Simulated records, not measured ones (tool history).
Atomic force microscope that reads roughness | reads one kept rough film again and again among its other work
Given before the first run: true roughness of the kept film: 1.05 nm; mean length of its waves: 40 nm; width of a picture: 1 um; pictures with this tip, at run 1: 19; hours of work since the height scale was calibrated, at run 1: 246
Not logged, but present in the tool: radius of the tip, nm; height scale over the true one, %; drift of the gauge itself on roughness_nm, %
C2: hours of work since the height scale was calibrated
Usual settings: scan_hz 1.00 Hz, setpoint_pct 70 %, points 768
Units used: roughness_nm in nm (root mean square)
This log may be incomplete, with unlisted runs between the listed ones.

Run 1, day 0.000: usual settings; pictures with this tip 19; C2 246. Result: roughness_nm 0.985 nm (root mean square).
Run 2, day 0.288: usual settings; pictures with this tip 37; C2 251. Result: roughness_nm 0.979 nm (root mean square).
Run 3, day 0.662: usual settings; pictures with this tip 60; C2 258. Result: roughness_nm 0.978 nm (root mean square).
Run 4, day 0.938: usual settings but setpoint_pct 83 %; pictures with this tip 77; C2 263. Result: roughness_nm 0.943 nm (root mean square).
Run 5, day 1.417: usual settings but setpoint_pct 83 %; pictures with this tip 106; C2 271. Result: roughness_nm 0.931 nm (root mean square).
Run 6, day 1.771: usual settings; pictures with this tip 127; C2 278. Result: roughness_nm 0.967 nm (root mean square).
At day 2.154: new tip fitted.
Run 7, day 2.162: usual settings but setpoint_pct 57 %; pictures with this tip 1; C2 284. Result: roughness_nm 1.007 nm (root mean square).
Run 8, day 2.612: usual settings but setpoint_pct 57 %; pictures with this tip 29; C2 292. Result: roughness_nm 1.002 nm (root mean square).
Run 9, day 3.042: usual settings but scan_hz 2.70 Hz; pictures with this tip 55; C2 300. Result: roughness_nm 0.922 nm (root mean square).
Run 10, day 3.396: usual settings but scan_hz 2.70 Hz; pictures with this tip 76; C2 306. Result: roughness_nm 0.920 nm (root mean square).
Run 11, day 3.662: usual settings but setpoint_pct 60 %; pictures with this tip 93; C2 311. Result: roughness_nm 0.988 nm (root mean square).
Run 12, day 3.971: usual settings but setpoint_pct 60 %; pictures with this tip 111; C2 317. Result: roughness_nm 0.983 nm (root mean square).
Run 13, day 4.342: usual settings; pictures with this tip 134; C2 323. Result: roughness_nm 0.965 nm (root mean square).
At day 4.604: new tip fitted.
Run 14, day 4.700: usual settings but points 306; pictures with this tip 6; C2 329. Result: roughness_nm 0.985 nm (root mean square).
Run 15, day 4.958: usual settings but setpoint_pct 76 %; pictures with this tip 21; C2 334. Result: roughness_nm 0.966 nm (root mean square).
Run 16, day 5.462: usual settings but setpoint_pct 76 %; pictures with this tip 52; C2 343. Result: roughness_nm 0.970 nm (root mean square).
Run 17, day 5.725: usual settings but setpoint_pct 76 %; pictures with this tip 68; C2 348. Result: roughness_nm 0.957 nm (root mean square).
Run 18, day 6.017: usual settings but setpoint_pct 76 %; pictures with this tip 86; C2 353. Result: roughness_nm 0.956 nm (root mean square).
Run 19, day 6.346: usual settings but setpoint_pct 76 %; pictures with this tip 106; C2 359. Result: roughness_nm 0.943 nm (root mean square).
Run 20, day 6.588: usual settings but points 422; pictures with this tip 121; C2 363. Result: roughness_nm 0.962 nm (root mean square).
Run 21, day 6.917: usual settings but points 433; pictures with this tip 141; C2 369. Result: roughness_nm 0.956 nm (root mean square).
At day 7.058: new tip fitted.
Run 22, day 7.421: usual settings; pictures with this tip 22; C2 378. Result: roughness_nm 0.986 nm (root mean square).
Run 23, day 7.912: usual settings; pictures with this tip 52; C2 387. Result: roughness_nm 0.977 nm (root mean square).
Run 24, day 8.258: usual settings; pictures with this tip 73; C2 393. Result: roughness_nm 0.971 nm (root mean square).
Run 25, day 8.750: usual settings; pictures with this tip 103; C2 402. Result: roughness_nm 0.970 nm (root mean square).
Run 26, day 9.150: usual settings; pictures with this tip 128; C2 409. Result: roughness_nm 0.961 nm (root mean square).
At day 9.233: height scale calibrated on a step standard.
At day 9.554: new tip fitted.
Run 27, day 9.654: usual settings; pictures with this tip 7; C2 7. Result: roughness_nm 0.981 nm (root mean square).
Run 28, day 9.971: usual settings; pictures with this tip 26; C2 13. Result: roughness_nm 0.982 nm (root mean square).
Run 29, day 10.271: usual settings; pictures with this tip 44; C2 18. Result: roughness_nm 0.983 nm (root mean square).
Run 30, day 10.758: usual settings but scan_hz 0.58 Hz, setpoint_pct 81 %, points 475; pictures with this tip 74; C2 27. Result: roughness_nm 0.974 nm (root mean square).
Run 31, day 11.167: usual settings but setpoint_pct 79 %, points 824; pictures with this tip 99; C2 34. Result: roughness_nm 0.952 nm (root mean square).
Run 32, day 11.388: usual settings but scan_hz 2.19 Hz, setpoint_pct 65 %, points 851; pictures with this tip 112; C2 38. Result: roughness_nm 0.951 nm (root mean square).
Run 33, day 11.850: usual settings but scan_hz 2.19 Hz, setpoint_pct 65 %, points 851; pictures with this tip 141; C2 47. Result: roughness_nm 0.939 nm (root mean square).
At day 12.021: new tip fitted.
At day 12.217: height scale calibrated on a step standard, once more.
Run 34, day 12.217: usual settings but scan_hz 2.19 Hz, setpoint_pct 79 %, points 851; pictures with this tip 9; C2 0. Result: roughness_nm 0.909 nm (root mean square).
Run 35, day 12.708: usual settings but scan_hz 2.19 Hz, setpoint_pct 89 %, points 946; pictures with this tip 39; C2 9. Result: roughness_nm 0.843 nm (root mean square).
Run 36, day 12.996: usual settings but scan_hz 2.19 Hz, setpoint_pct 55 %, points 946; pictures with this tip 57; C2 14. Result: roughness_nm 0.974 nm (root mean square).
Run 37, day 13.367: usual settings but scan_hz 2.19 Hz, setpoint_pct 55 %, points 946; pictures with this tip 79; C2 21. Result: roughness_nm 0.976 nm (root mean square).
Run 38, day 13.679: usual settings but scan_hz 2.68 Hz; pictures with this tip 98; C2 26. Result: roughness_nm 0.912 nm (root mean square).
Run 39, day 14.008: usual settings but scan_hz 1.10 Hz, setpoint_pct 88 %, points 782; pictures with this tip 118; C2 32. Result: roughness_nm 0.907 nm (root mean square).
Run 40, day 14.400: usual settings but scan_hz 1.84 Hz, setpoint_pct 73 %, points 281; pictures with this tip 142; C2 39. Result: roughness_nm 0.920 nm (root mean square).
At day 14.525: new tip fitted.
Run 41, day 14.742: usual settings but scan_hz 2.79 Hz, setpoint_pct 69 %, points 577; pictures with this tip 13; C2 45. Result: roughness_nm 0.932 nm (root mean square).
Run 42, day 15.138: usual settings but scan_hz 2.48 Hz, points 429; pictures with this tip 37; C2 52. Result: roughness_nm 0.927 nm (root mean square).
Run 43, day 15.642: usual settings but setpoint_pct 62 %; pictures with this tip 68; C2 61. Result: roughness_nm 0.982 nm (root mean square).
Run 44, day 15.908: usual settings but setpoint_pct 62 %; pictures with this tip 84; C2 66. Result: roughness_nm 0.981 nm (root mean square).
Run 45, day 16.158: usual settings but setpoint_pct 62 %; pictures with this tip 99; C2 70. Result: roughness_nm 0.976 nm (root mean square).
Run 46, day 16.517: usual settings but scan_hz 1.48 Hz, setpoint_pct 76 %; pictures with this tip 121; C2 77. Result: roughness_nm 0.928 nm (root mean square).
Run 47, day 16.900: usual settings but scan_hz 0.61 Hz, setpoint_pct 61 %, points 911; pictures with this tip 144; C2 84. Result: roughness_nm 0.981 nm (root mean square).
At day 17.004: new tip fitted.
Run 48, day 17.271: usual settings but scan_hz 1.41 Hz, setpoint_pct 90 %, points 329; pictures with this tip 17; C2 90. Result: roughness_nm 0.894 nm (root mean square).
Run 49, day 17.675: usual settings but scan_hz 0.91 Hz, setpoint_pct 57 %, points 605; pictures with this tip 41; C2 97. Result: roughness_nm 0.998 nm (root mean square).
Run 50, day 17.962: usual settings but scan_hz 1.21 Hz, setpoint_pct 64 %, points 292; pictures with this tip 59; C2 102. Result: roughness_nm 0.974 nm (root mean square).
Run 51, day 18.242: usual settings but scan_hz 1.21 Hz, setpoint_pct 64 %, points 292; pictures with this tip 76; C2 107. Result: roughness_nm 0.968 nm (root mean square).
Run 52, day 18.558: usual settings but scan_hz 3.36 Hz, setpoint_pct 79 %; pictures with this tip 95; C2 113. Result: roughness_nm 0.841 nm (root mean square).
Run 53, day 18.983: usual settings but scan_hz 3.36 Hz, setpoint_pct 79 %; pictures with this tip 121; C2 121. Result: roughness_nm 0.830 nm (root mean square).

Alternative continuations, all from the tool just after run 53; predict every row:
At day 19.450: new tip fitted.
Run A, day 19.450: usual settings but scan_hz 3.36 Hz, setpoint_pct 59 %; pictures with this tip 0; C2 129. Result: roughness_nm ?.
At day 19.450: new tip fitted.
Run B, day 19.450: usual settings but scan_hz 3.99 Hz, setpoint_pct 63 %, points 540; pictures with this tip 0; C2 129. Result: roughness_nm ?.
At day 19.450: new tip fitted.
Run C, day 19.450: usual settings but setpoint_pct 66 %, points 289; pictures with this tip 0; C2 129. Result: roughness_nm ?.

run  roughness_nm
  A         0.962
  B         0.932
  C         0.992
Stripped of hidden state, with their random variation kept, the same runs would have yielded:
run  roughness_nm
  A         0.963
  B         0.933
  C         0.992
